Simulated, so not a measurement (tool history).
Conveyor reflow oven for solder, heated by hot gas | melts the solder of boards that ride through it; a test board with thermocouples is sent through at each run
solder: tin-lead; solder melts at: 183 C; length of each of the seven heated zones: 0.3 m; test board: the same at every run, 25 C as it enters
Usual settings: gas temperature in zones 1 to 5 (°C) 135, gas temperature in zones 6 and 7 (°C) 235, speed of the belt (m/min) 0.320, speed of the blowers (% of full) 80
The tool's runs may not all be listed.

| run | hour | gas temperature in zones 1 to 5 (°C) | gas temperature in zones 6 and 7 (°C) | speed of the belt (m/min) | speed of the blowers (% of full) | highest temperature of the board (°C) | time above the solder's melting point (s) |
|---|---|---|---|---|---|---|---|
| 1 | 0.0 | 135 | 235 | 0.320 | 80 | 222.1 | 88.2 |
| 2 | 40.0 | 135 | 235 | 0.377 | 80 | 215.9 | 69.2 |
| 3 | 64.2 | 135 | 235 | 0.320 | 80 | 220.5 | 87.9 |
|  | 93.2 | flux residue cleaned out of gas plates and filters |
| 4 | 114.3 | 135 | 233 | 0.320 | 80 | 219.6 | 88.1 |
| 5 | 141.4 | 135 | 249 | 0.320 | 80 | 234.5 | 98.5 |
| 6 | 181.4 | 135 | 235 | 0.320 | 80 | 220.5 | 88.4 |
|  | 193.9 | thermocouples of zones 6 and 7 changed |
| 7 | 206.4 | 135 | 235 | 0.320 | 80 | 221.2 | 89.8 |
| 8 | 237.3 | 135 | 239 | 0.320 | 80 | 225.6 | 92.2 |
|  | 245.6 | belt drive overhauled, speed set with a stopwatch |
| 9 | 262.7 | 135 | 238 | 0.320 | 80 | 224.0 | 91.3 |
| 10 | 291.7 | 135 | 235 | 0.320 | 80 | 220.8 | 88.8 |
|  | 313.8 | flux residue cleaned out of gas plates and filters |
| 11 | 321.7 | 149 | 235 | 0.320 | 71 | 222.8 | 97.5 |
| 12 | 349.7 | 142 | 236 | 0.347 | 75 | 221.7 | 84.1 |
| 13 | 368.9 | 135 | 230 | 0.280 | 62 | 217.5 | 97.2 |
|  | 385.5 | belt drive overhauled, speed set with a stopwatch, once more |
| 14 | 398.7 | 135 | 239 | 0.320 | 51 | 217.4 | 81.6 |
| 15 | 429.3 | 144 | 226 | 0.348 | 71 | 211.3 | 73.5 |
| 16 | 451.1 | 143 | 227 | 0.320 | 61 | 211.5 | 79.9 |
| 17 | 486.1 | 135 | 238 | 0.361 | 80 | 220.7 | 75.4 |
| 18 | 516.0 | 135 | 249 | 0.275 | 80 | 237.4 | 119.1 |
|  | 534.9 | flux residue cleaned out of gas plates and filters |
| 19 | 546.3 | 135 | 249 | 0.275 | 80 | 238.4 | 119.3 |

Some steps in highest temperature of the board (°C) between neighbouring runs. How much of each would the tool show without its hidden state too (settings, what came in, random variation), and how much is left for the hidden state, with any gauge scatter that isn't in both results?
The hidden state here: heat that the gas passes to the board, % of a clean oven's; belt's true speed, % of the reading; true gas temperature in zones 6 and 7 over the reading, C; drift of the gauge itself on peak_c, C; drift of the gauge itself on liquid_s, %.
Run 6 -> 7: thermocouples of zones 6 and 7 changed. highest temperature of the board (°C) +0.7: hidden state +1.3, all else -0.6.
Run 17 -> 18: gas temperature in zones 6 and 7 (°C) 238 -> 249, speed of the belt (m/min) 0.361 -> 0.275. highest temperature of the board (°C) +16.7: hidden state +0.1, all else +16.6.
